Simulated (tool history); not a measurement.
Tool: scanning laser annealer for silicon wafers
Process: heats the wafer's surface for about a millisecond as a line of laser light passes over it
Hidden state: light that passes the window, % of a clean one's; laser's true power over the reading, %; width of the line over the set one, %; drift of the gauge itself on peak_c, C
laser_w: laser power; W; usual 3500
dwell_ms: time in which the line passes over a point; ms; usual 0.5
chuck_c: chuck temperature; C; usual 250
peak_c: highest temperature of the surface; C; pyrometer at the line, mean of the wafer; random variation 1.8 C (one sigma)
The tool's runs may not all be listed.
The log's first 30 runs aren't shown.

run,hour,laser_w,dwell_ms,chuck_c,hours of work since the window was cleaned,hours of work since the power meter was calibrated,hours of work since the optics were aligned,peak_c
31,330.8,3142,0.42,226,523,294,117,804
32,338.6,3361,0.505,247,527,297,120,936
33,347.1,3010,0.505,261,530,300,124,857
34,359.6,3010,0.505,261,535,306,129,856
35,366.3,3010,0.505,229,538,308,131,825
36,373.7,3069,0.505,213,541,311,134,822
37,380.3,3069,0.505,213,544,314,137,821
38,394.5,3437,0.372,244,549,320,143,859
39,401.8,2991,0.382,244,552,323,146,759
40,411.6,3011,0.447,248,556,327,150,809

Run 41 comes next. What will it give?
41,419.2,3027,0.579,241,559,330,153,?

peak_c: 878 C
Without the tool's hidden state the same run would have given peak_c 879 C.
